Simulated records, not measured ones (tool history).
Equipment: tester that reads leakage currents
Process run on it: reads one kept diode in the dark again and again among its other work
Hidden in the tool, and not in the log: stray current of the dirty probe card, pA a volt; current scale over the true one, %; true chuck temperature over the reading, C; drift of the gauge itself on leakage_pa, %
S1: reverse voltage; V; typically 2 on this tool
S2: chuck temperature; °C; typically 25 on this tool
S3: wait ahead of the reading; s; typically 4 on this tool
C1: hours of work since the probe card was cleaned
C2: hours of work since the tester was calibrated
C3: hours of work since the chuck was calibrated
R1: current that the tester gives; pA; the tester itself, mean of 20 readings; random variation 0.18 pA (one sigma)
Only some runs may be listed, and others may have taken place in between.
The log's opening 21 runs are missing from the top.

run    hour     S1  S2    S3    C1    C2   C3       R1
     1889.1  -- chuck's temperature calibrated, once more
 22    1970   4.33  49  2.79  2732  2565   42   695.09
 23  2082.3  17.96  25  2.79  2790  2623  100   179.76
 24    2206   4.59  57  1.34  2854  2686  164  1348.34
 25  2337.9  11.58  25   0.9  2922  2754  232   144.13
 26  2415.4  11.58  25   0.9  2962  2794  272   143.91
 27  2504.5      2  25  2.27  3008  2840  318    57.73
 28  2611.2  17.99  59  1.53  3063  2896  373  3048.05
 29  2720.7      2  28  9.88  3120  2952  429    75.92
 30  2803.4      2  34  0.46  3162  2995  472   130.56
 31  2873.4   6.26  42     4  3199  3031  508    457.2

For run 32, what comes out?
 32  2960.4  6.26  42   4  3243  3076  553   ?

{"run 32": {"R1": 456.99}}
The same run, on a tool lacking any hidden state, would have yielded R1 454.54 pA.
